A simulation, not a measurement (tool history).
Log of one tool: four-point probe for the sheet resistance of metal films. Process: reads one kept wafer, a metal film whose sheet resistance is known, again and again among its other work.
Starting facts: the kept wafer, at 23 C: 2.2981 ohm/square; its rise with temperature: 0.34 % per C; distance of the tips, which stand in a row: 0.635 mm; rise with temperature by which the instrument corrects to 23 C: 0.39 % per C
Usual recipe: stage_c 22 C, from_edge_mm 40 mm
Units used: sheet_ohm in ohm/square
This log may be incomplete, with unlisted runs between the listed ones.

| run | hour | stage_c | from_edge_mm | sheet_ohm |
|---|---|---|---|---|
| 1 | 0.0 | 22 | 40 | 2.298455 |
| 2 | 14.5 | 22 | 40 | 2.298038 |
| 3 | 27.4 | 22 | 40 | 2.297509 |
| 4 | 45.5 | 22 | 40 | 2.298231 |
| 5 | 62.0 | 22 | 40 | 2.298347 |
| 6 | 71.6 | 22 | 40 | 2.299074 |
| 7 | 79.8 | 22 | 40 | 2.298032 |
| 8 | 87.2 | 23 | 40 | 2.296978 |
| 9 | 102.9 | 23 | 40 | 2.296772 |
| 10 | 112.1 | 27 | 40 | 2.291682 |
| 11 | 122.7 | 27 | 40 | 2.292739 |
| 12 | 135.0 | 22 | 40 | 2.297002 |
| 13 | 147.3 | 22 | 40 | 2.297411 |
| 14 | 156.5 | 22 | 40 | 2.298404 |
| 15 | 170.1 | 22 | 40 | 2.297731 |
| 16 | 187.1 | 22 | 39 | 2.298193 |
| 17 | 202.2 | 22 | 39 | 2.297673 |
| 18 | 217.4 | 22 | 39 | 2.298450 |
| 19 | 227.0 | 22 | 39 | 2.298108 |
| 20 | 236.7 | 22 | 39 | 2.297012 |
| 21 | 245.4 | 22 | 8 | 2.304906 |
| 22 | 254.1 | 22 | 8 | 2.305608 |
| 23 | 264.2 | 22 | 40 | 2.298080 |
| 24 | 280.4 | 24 | 4 | 2.326589 |
| 25 | 287.9 | 25 | 8 | 2.302158 |
| 26 | 303.1 | 25 | 8 | 2.302105 |
| 27 | 312.3 | 32 | 10 | 2.291673 |

Run 28, settings as shown, results not yet in. Your forecast:
| 28 | 323.6 | 32 | 10 | ? |

{"run 28": {"sheet_ohm": 2.290344}}
Were there no unlogged condition in the tool, this run, its random variation unchanged, would have produced sheet_ohm 2.291795 ohm/square.
